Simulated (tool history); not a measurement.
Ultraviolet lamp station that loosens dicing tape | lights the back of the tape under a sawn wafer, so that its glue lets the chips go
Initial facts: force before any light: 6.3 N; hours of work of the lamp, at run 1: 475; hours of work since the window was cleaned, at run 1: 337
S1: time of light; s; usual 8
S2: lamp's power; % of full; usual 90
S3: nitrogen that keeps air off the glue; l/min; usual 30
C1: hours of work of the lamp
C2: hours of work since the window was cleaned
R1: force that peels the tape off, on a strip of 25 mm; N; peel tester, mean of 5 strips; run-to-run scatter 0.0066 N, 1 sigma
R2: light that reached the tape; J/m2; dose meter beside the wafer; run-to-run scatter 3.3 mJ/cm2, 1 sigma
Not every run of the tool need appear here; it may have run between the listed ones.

Run 1, day 0.000: usual settings; C1 475; C2 337. Result: R1 0.324 N, R2 4250 J/m2.
Run 2, day 0.442: usual settings; C1 483; C2 346. Result: R1 0.296 N, R2 4260 J/m2.
Run 3, day 0.712: usual settings; C1 488; C2 351. Result: R1 0.318 N, R2 4250 J/m2.
Run 4, day 1.062: usual settings; C1 495; C2 358. Result: R1 0.331 N, R2 4240 J/m2.
Run 5, day 1.579: usual settings but S3 53 l/min; C1 505; C2 367. Result: R1 0.234 N, R2 4230 J/m2.
Run 6, day 2.046: usual settings but S3 53 l/min; C1 513; C2 376. Result: R1 0.235 N, R2 4200 J/m2.
Run 7, day 2.383: usual settings but S3 53 l/min; C1 520; C2 383. Result: R1 0.245 N, R2 4200 J/m2.
Run 8, day 2.812: usual settings but S3 53 l/min; C1 528; C2 391. Result: R1 0.251 N, R2 4150 J/m2.
Run 9, day 3.279: usual settings but S3 53 l/min; C1 537; C2 400. Result: R1 0.239 N, R2 4130 J/m2.
Run 10, day 3.575: usual settings; C1 542; C2 405. Result: R1 0.337 N, R2 4100 J/m2.
Run 11, day 4.162: usual settings; C1 554; C2 416. Result: R1 0.354 N, R2 4080 J/m2.
Run 12, day 4.562: usual settings; C1 561; C2 424. Result: R1 0.349 N, R2 4050 J/m2.
Run 13, day 5.108: usual settings; C1 572; C2 434. Result: R1 0.359 N, R2 4070 J/m2.
Run 14, day 5.458: usual settings; C1 578; C2 441. Result: R1 0.354 N, R2 4040 J/m2.
Run 15, day 5.842: usual settings; C1 585; C2 448. Result: R1 0.343 N, R2 4020 J/m2.
Run 16, day 6.425: usual settings; C1 597; C2 459. Result: R1 0.356 N, R2 4000 J/m2.
Run 17, day 7.062: usual settings but S1 9 s, S2 100 % of full; C1 609; C2 471. Result: R1 0.227 N, R2 4980 J/m2.
Run 18, day 7.567: usual settings but S1 9 s, S2 100 % of full; C1 618; C2 481. Result: R1 0.238 N, R2 4940 J/m2.
Run 19, day 7.833: usual settings but S2 95 % of full, S3 60 l/min; C1 623; C2 486. Result: R1 0.218 N, R2 4180 J/m2.
Run 20, day 8.271: usual settings but S1 9 s, S2 78 % of full; C1 632; C2 494. Result: R1 0.390 N, R2 3820 J/m2.
Run 21, day 8.646: usual settings but S1 9 s, S2 78 % of full; C1 639; C2 501. Result: R1 0.405 N, R2 3770 J/m2.
Run 22, day 9.125: usual settings but S1 9 s, S2 78 % of full; C1 648; C2 511. Result: R1 0.426 N, R2 3740 J/m2.
Run 23, day 9.683: usual settings but S1 5 s, S2 98 % of full, S3 9 l/min; C1 658; C2 521. Result: R1 1.643 N, R2 2640 J/m2.
Run 24, day 10.271: usual settings but S1 5 s, S2 98 % of full, S3 9 l/min; C1 670; C2 532. Result: R1 1.621 N, R2 2630 J/m2.
Run 25, day 10.646: usual settings but S1 9 s, S2 68 % of full, S3 39 l/min; C1 677; C2 540. Result: R1 0.465 N, R2 3280 J/m2.
Run 26, day 11.171: usual settings but S2 100 % of full, S3 23 l/min; C1 687; C2 549. Result: R1 0.391 N, R2 4250 J/m2.
Run 27, day 11.558: usual settings but S1 10 s, S2 77 % of full; C1 694; C2 557. Result: R1 0.355 N, R2 4010 J/m2.
Run 28, day 12.171: usual settings but S1 5 s, S2 72 % of full, S3 9 l/min; C1 706; C2 568. Result: R1 2.373 N, R2 1880 J/m2.
Run 29, day 12.546: usual settings but S1 5 s, S2 72 % of full, S3 9 l/min; C1 713; C2 576. Result: R1 2.509 N, R2 1850 J/m2.
Run 30, day 13.142: usual settings but S1 5 s, S2 61 % of full, S3 9 l/min; C1 724; C2 587. Result: R1 2.867 N, R2 1580 J/m2.

Per-run results on a tool with no hidden state, each run keeping its own random variation:
The hidden state here: lamp's light, % of a new lamp's; light that the window lets through, % of a clean one's; drift of the gauge itself on peel_n, %; drift of the gauge itself on dose_mj_cm2, %.
run     R1    R2
  1  0.221  5300
  2  0.196  5330
  3  0.214  5340
  4  0.221  5350
  5  0.173  5350
  6  0.172  5340
  7  0.179  5370
  8  0.184  5330
  9  0.171  5330
 10  0.213  5300
 11  0.222  5310
 12  0.217  5300
 13  0.220  5350
 14  0.213  5330
 15  0.205  5320
 16  0.213  5320
 17  0.154  6670
 18  0.165  6660
 19  0.154  5650
 20  0.222  5190
 21  0.231  5140
 22  0.239  5140
 23  1.029  3640
 24  1.008  3640
 25  0.245  4560
 26  0.216  5940
 27  0.198  5650
 28  1.619  2670
 29  1.704  2640
 30  2.047  2260
